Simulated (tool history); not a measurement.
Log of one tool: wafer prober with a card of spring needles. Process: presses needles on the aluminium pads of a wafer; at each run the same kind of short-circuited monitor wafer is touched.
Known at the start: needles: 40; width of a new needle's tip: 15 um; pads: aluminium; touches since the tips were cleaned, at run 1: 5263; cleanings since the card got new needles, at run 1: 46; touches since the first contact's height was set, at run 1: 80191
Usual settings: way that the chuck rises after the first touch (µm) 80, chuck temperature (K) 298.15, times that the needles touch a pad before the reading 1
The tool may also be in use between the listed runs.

run     day  way that the chuck rises after the first touch (µm)  chuck temperature (K)  times that the needles touch a pad before the reading  touches since the tips were cleaned  cleanings since the card got new needles  touches since the first contact's height was set  resistance of one needle with its contact and lead (mohm)  way that a needle slides on the pad (µm)
  1   0.000                                                   80                 298.15                                                      1                                 5263                                        46                                             80191                                                        298                                     11.34
      0.362  -- tips cleaned on abrasive film
  2   1.050                                                   80                 298.15                                                      1                                 4802                                        47                                             87513                                                        296                                     11.36
      1.508  -- tips cleaned on abrasive film
      2.779  -- tips cleaned on abrasive film
  3   3.079                                                   80                 310.15                                                      1                                 2120                                        49                                            101711                                                        283                                     11.33
      3.621  -- height of the first contact set anew
      3.954  -- tips cleaned on abrasive film
      5.121  -- tips cleaned on abrasive film
  4   5.454                                                   80                 301.15                                                      1                                 2361                                        51                                             12812                                                        291                                     11.28
      6.371  -- tips cleaned on abrasive film
  5   6.621                                                   80                 301.15                                                      1                                 1751                                        52                                             20947                                                        284                                     11.27
      7.558  -- tips cleaned on abrasive film
  6   7.708                                                   80                 300.15                                                      1                                 1066                                        53                                             28559                                                        262                                     11.26
      8.688  -- tips cleaned on abrasive film
  7   9.029                                                   85                 298.15                                                      1                                 2380                                        54                                             37783                                                        283                                     11.96
      9.829  -- tips cleaned on abrasive film
     10.933  -- tips cleaned on abrasive film
  8  11.358                                                   80                 298.15                                                      1                                 2966                                        56                                             54060                                                        282                                     11.24
     12.083  -- tips cleaned on abrasive film
  9  12.938                                                   80                 298.15                                                      1                                 5983                                        57                                             65117                                                        297                                     11.26
     13.275  -- tips cleaned on abrasive film
     14.421  -- tips cleaned on abrasive film
 10  15.138                                                   80                 298.15                                                      1                                 5030                                        59                                             80498                                                        299                                     11.21
     15.454  -- height of the first contact set anew, once more
     15.633  -- tips cleaned on abrasive film
     16.821  -- tips cleaned on abrasive film
 11  17.329                                                   61                 298.15                                                      1                                 3581                                        61                                             13119                                                        338                                      8.70
     17.967  -- tips cleaned on abrasive film
     19.083  -- tips cleaned on abrasive film
 12  19.425                                                   61                 298.15                                                      1                                 2403                                        63                                             27745                                                        324                                      8.67
     20.258  -- tips cleaned on abrasive film
 13  20.625                                                   93                 349.15                                                      2                                 2565                                        64                                             36138                                                        262                                     13.21
     21.450  -- tips cleaned on abrasive film
 14  21.883                                                   71                 298.15                                                      2                                 3048                                        65                                             44932                                                        279                                     10.09
     22.738  -- tips cleaned on abrasive film
 15  23.712                                                   99                 298.15                                                      2                                 6851                                        66                                             57742                                                        257                                     14.07
     23.929  -- tips cleaned on abrasive film
 16  24.896                                                   64                 345.15                                                      1                                 6782                                        67                                             65996                                                        343                                      9.07
     25.050  -- tips cleaned on abrasive film
     26.267  -- tips cleaned on abrasive film
 17  26.550                                                   64                 345.15                                                      1                                 1976                                        69                                             77544                                                        316                                      9.06
     27.400  -- tips cleaned on abrasive film
 18  28.075                                                   76                 340.15                                                      2                                 4740                                        70                                             88228                                                        285                                     10.75
     28.583  -- tips cleaned on abrasive film
     29.692  -- tips cleaned on abrasive film
 19  29.800                                                   76                 340.15                                                      2                                  761                                        72                                            100273                                                        260                                     10.73

Forecast each of these 3 alternatives for the next run:
     30.562  -- height of the first contact set anew
     30.904  -- tips cleaned on abrasive film
  A  31.842                                                   76                 387.15                                                      3                                 6569                                        73                                              8938                                                          ?                                         ?
     30.562  -- height of the first contact set anew
     30.904  -- tips cleaned on abrasive film
  B  31.842                                                   65                 324.15                                                      1                                 6569                                        73                                              8938                                                          ?                                         ?
     30.562  -- height of the first contact set anew
     30.904  -- tips cleaned on abrasive film
  C  31.842                                                   72                 303.15                                                      3                                 6569                                        73                                              8938                                                          ?                                         ?

run  resistance of one needle with its contact and lead (mohm)  way that a needle slides on the pad (µm)
  A                                                        276                                     10.84
  B                                                        342                                      9.25
  C                                                        261                                     10.25
Without the tool's hidden state the same runs would have given:
run  resistance of one needle with its contact and lead (mohm)  way that a needle slides on the pad (µm)
  A                                                        250                                     10.85
  B                                                        236                                      9.26
  C                                                        228                                     10.25
